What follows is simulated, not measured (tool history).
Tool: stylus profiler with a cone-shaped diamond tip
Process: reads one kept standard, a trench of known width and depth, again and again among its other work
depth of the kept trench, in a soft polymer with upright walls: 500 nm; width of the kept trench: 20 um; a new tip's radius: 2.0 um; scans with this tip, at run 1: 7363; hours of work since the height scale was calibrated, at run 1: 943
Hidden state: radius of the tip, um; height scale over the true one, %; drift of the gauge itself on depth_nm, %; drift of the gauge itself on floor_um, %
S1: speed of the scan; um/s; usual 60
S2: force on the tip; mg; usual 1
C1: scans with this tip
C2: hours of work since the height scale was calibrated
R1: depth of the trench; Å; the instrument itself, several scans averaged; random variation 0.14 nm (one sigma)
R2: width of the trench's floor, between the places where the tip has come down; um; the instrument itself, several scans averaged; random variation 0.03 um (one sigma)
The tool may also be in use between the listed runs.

run     day   S1    S2    C1    C2      R1     R2
  1       0   60     1  7363   943  5033.6  16.89
  2    3.65   60     1  7724   989  5028.7  16.89
  3   5.858   60     1  7941  1017  5030.7  16.92
  4  10.271   60     1  8377  1072  5034.1  16.88
  5  12.342   60     1  8582  1098  5031.7   16.9
  6  15.154   60     1  8859  1134  5030.4  16.87
  7  19.496   60     1  9288  1189  5031.3  16.88
  8  22.683   60     1  9602  1229  5032.5  16.89
     23.904  -- new tip fitted, height scale calibrated
  9  26.633   60     1   269    34    5030  16.92
 10  30.917   60     1   692    89  5029.5  16.93
 11  34.829   60     1  1078   138  5031.5  16.93
 12  37.158   60     1  1308   167  5032.4  16.88
 13  40.433   60     1  1631   209  5029.7  16.92
 14  43.746   60     1  1959   251  5031.2  16.89
 15  47.829   22  1.34  2361   302  5037.4   17.2
 16  51.471   22  1.34  2721   348  5039.7   17.2
 17  53.796   42  0.96  2950   378  5029.5  17.01
 18  57.575  106  1.18  3323   425  5035.6  16.64
 19  60.733   83  1.18  3635   465  5036.3  16.76
 20  63.729   83  1.18  3931   503  5033.9  16.75
 21  67.975   56   2.9  4350   557  5065.7   17.1
 22  72.604   35   0.4  4807   615  5019.3  16.93

5 ways to go on from here, each from the tool as it stands after run 22. What would each give?
  A  75.467   51  0.61  5090  651   ?   ?
  B  75.467  118  2.29  5090  651   ?   ?
  C  75.467   32  1.62  5090  651   ?   ?
  D  75.467  232  2.94  5090  651   ?   ?
  E  75.467   35  2.31  5090  651   ?   ?

run      R1     R2
  A  5021.8  16.84
  B  5053.2  16.79
  C  5044.7  17.16
  D  5062.6  16.37
  E  5056.5  17.12
Without the tool's hidden state the same runs would have given:
run      R1     R2
  A  5021.9  16.85
  B  5053.4   16.8
  C  5044.8  17.18
  D  5062.7  16.38
  E  5056.6  17.14

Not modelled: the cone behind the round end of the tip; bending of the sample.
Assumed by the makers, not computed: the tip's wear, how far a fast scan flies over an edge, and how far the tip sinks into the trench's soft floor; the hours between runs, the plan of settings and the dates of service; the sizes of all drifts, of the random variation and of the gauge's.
